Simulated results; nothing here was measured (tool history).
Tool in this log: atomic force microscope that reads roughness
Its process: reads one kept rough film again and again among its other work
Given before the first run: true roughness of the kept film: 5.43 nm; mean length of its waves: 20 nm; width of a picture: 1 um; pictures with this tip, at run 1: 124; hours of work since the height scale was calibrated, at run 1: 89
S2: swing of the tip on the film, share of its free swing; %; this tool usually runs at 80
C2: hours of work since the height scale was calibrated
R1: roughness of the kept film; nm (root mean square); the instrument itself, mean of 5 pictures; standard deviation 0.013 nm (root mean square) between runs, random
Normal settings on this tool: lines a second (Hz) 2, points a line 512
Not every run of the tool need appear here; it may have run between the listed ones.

run 1 hour=0 | lines_a_second_(Hz)=2 S2=80 points_a_line=512 | pictures_with_this_tip=124 C2=89 | R1=1.401
-- hour=22.3 new tip fitted
run 2 hour=42.2 | lines_a_second_(Hz)=2 S2=80 points_a_line=512 | pictures_with_this_tip=28 C2=112 | R1=2.442
run 3 hour=81.1 | lines_a_second_(Hz)=2 S2=80 points_a_line=512 | pictures_with_this_tip=83 C2=133 | R1=1.788
-- hour=132.2 new tip fitted
run 4 hour=135.8 | lines_a_second_(Hz)=1.21 S2=80 points_a_line=512 | pictures_with_this_tip=5 C2=162 | R1=3.113
run 5 hour=181.3 | lines_a_second_(Hz)=2 S2=80 points_a_line=512 | pictures_with_this_tip=70 C2=186 | R1=1.923
run 6 hour=227.2 | lines_a_second_(Hz)=2 S2=70 points_a_line=512 | pictures_with_this_tip=135 C2=211 | R1=1.463
-- hour=245.4 new tip fitted
run 7 hour=252.9 | lines_a_second_(Hz)=2 S2=80 points_a_line=512 | pictures_with_this_tip=11 C2=225 | R1=2.788
run 8 hour=288.5 | lines_a_second_(Hz)=2 S2=80 points_a_line=512 | pictures_with_this_tip=61 C2=244 | R1=2.019
run 9 hour=337 | lines_a_second_(Hz)=2 S2=80 points_a_line=512 | pictures_with_this_tip=130 C2=270 | R1=1.467
-- hour=357.1 new tip fitted
run 10 hour=379.1 | lines_a_second_(Hz)=2 S2=80 points_a_line=512 | pictures_with_this_tip=31 C2=292 | R1=2.388
run 11 hour=406.7 | lines_a_second_(Hz)=2 S2=80 points_a_line=512 | pictures_with_this_tip=70 C2=307 | R1=1.891
run 12 hour=431.4 | lines_a_second_(Hz)=2 S2=80 points_a_line=512 | pictures_with_this_tip=105 C2=321 | R1=1.594
-- hour=470.1 new tip fitted
run 13 hour=475.6 | lines_a_second_(Hz)=2 S2=80 points_a_line=512 | pictures_with_this_tip=8 C2=344 | R1=2.861
-- hour=479.3 height scale calibrated on a step standard
run 14 hour=506 | lines_a_second_(Hz)=2 S2=80 points_a_line=512 | pictures_with_this_tip=50 C2=14 | R1=2.129
run 15 hour=562.5 | lines_a_second_(Hz)=2 S2=80 points_a_line=512 | pictures_with_this_tip=130 C2=45 | R1=1.427
-- hour=581.1 new tip fitted
run 16 hour=606.2 | lines_a_second_(Hz)=1.06 S2=58 points_a_line=512 | pictures_with_this_tip=35 C2=68 | R1=2.59
run 17 hour=651.3 | lines_a_second_(Hz)=3.14 S2=61 points_a_line=336 | pictures_with_this_tip=99 C2=92 | R1=1.715
-- hour=680.9 height scale calibrated on a step standard, once more
-- hour=693.7 new tip fitted
run 18 hour=701.8 | lines_a_second_(Hz)=3.44 S2=80 points_a_line=512 | pictures_with_this_tip=12 C2=11 | R1=2.611
run 19 hour=726.1 | lines_a_second_(Hz)=3.44 S2=80 points_a_line=512 | pictures_with_this_tip=46 C2=24 | R1=2.01
run 20 hour=754.4 | lines_a_second_(Hz)=3.44 S2=80 points_a_line=512 | pictures_with_this_tip=86 C2=39 | R1=1.616
run 21 hour=786.8 | lines_a_second_(Hz)=3.32 S2=75 points_a_line=560 | pictures_with_this_tip=132 C2=57 | R1=1.342
-- hour=804.6 new tip fitted
run 22 hour=843.4 | lines_a_second_(Hz)=3.32 S2=75 points_a_line=560 | pictures_with_this_tip=55 C2=87 | R1=2.096
run 23 hour=888 | lines_a_second_(Hz)=0.73 S2=75 points_a_line=355 | pictures_with_this_tip=118 C2=111 | R1=1.675
-- hour=917 new tip fitted
run 24 hour=927.4 | lines_a_second_(Hz)=0.73 S2=60 points_a_line=501 | pictures_with_this_tip=14 C2=132 | R1=3.008

For run 25, what comes out?
run 25 hour=953.7 | lines_a_second_(Hz)=0.73 S2=60 points_a_line=501 | pictures_with_this_tip=52 C2=146 | R1=?

R1: 2.299 nm (root mean square)
With no hidden state in the tool, this same run would have given R1 3.425 nm (root mean square).
